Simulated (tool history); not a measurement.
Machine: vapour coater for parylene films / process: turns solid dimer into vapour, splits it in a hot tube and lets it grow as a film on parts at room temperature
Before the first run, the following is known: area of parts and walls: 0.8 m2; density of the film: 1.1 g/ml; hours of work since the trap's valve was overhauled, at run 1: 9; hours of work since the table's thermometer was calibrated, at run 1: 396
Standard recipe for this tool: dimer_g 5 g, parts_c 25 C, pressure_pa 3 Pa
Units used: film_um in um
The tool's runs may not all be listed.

run	hour	dimer_g	parts_c	pressure_pa	hours of work since the trap's valve was overhauled	hours of work since the table's thermometer was calibrated	film_um
1	0	5	25	3	9	396	3.87
2	18.4	5	25	3	21	408	3.86
3	31.2	5	25	3	30	416	3.86
4	59.4	5	25	3	48	435	3.8
5	77	7	25	3	60	447	5.38
6	97.7	5	25	8.56	74	460	3.14
7	117.4	5	25	8.31	87	473	3.14
8	140.2	5	25	8.31	102	488	3.14
9	157.8	5	31	3	113	500	2.87
10	180.9	4	31	3	128	515	2.31
11	197.2	8	25	3	139	526	5.97
12	218.7	5	25	3	153	540	3.77
13	240.5	5	25	3	168	554	3.7
14	254.1	5	25	8.04	177	563	3.08
15	269.1	4	25	3	186	573	2.94
16	295.4	4	25	3	204	590	2.93
17	316.2	5	25	3	217	604	3.64
18	334.9	5	25	3	230	616	3.68
19	352.8	5	25	9.04	241	628	2.97
20	373	5	25	9.04	255	641	2.95
21	386.4	5	25	3	264	650	3.59
22	407.1	5	25	3	277	664	3.59
23	429.6	5	32	3	292	679	2.56
# hour 442.5: trap's valve overhauled
24	445	5	25	3	2	686	3.84
25	467.7	3	21	8.15	17	701	2.28
26	482.6	2	29	3.81	26	711	1.2
27	502.1	2	29	3.81	39	724	1.18
28	528.7	2	29	3.81	57	741	1.17
29	556.8	4	29	3.81	75	760	2.34
30	577.7	9	29	2.6	89	773	5.62
31	601	9	29	2.6	104	789	5.64
32	622.8	2	28	3	119	803	1.27
33	636.6	7	20	4.8	128	812	5.89
# hour 640.1: table's thermometer calibrated
34	653.5	4	23	7.59	138	9	2.87
35	664.9	4	23	7.59	146	16	2.85
36	686.2	3	18	9.46	160	30	2.61
37	703.9	7	32	7.42	171	42	3.31
38	729	2	28	8.05	188	58	1.09
39	741.4	2	19	10.7	196	67	1.61
40	759.1	2	19	10.7	208	78	1.61
41	778.9	2	19	2.63	221	91	2.05

The next listed run, before its measurement:
42	805	2	30	6.12	238	109	?

Logged for run 42: film_um 1.07 um.
Minus the tool's unlogged condition, the same run would have read film_um 1.14 um.
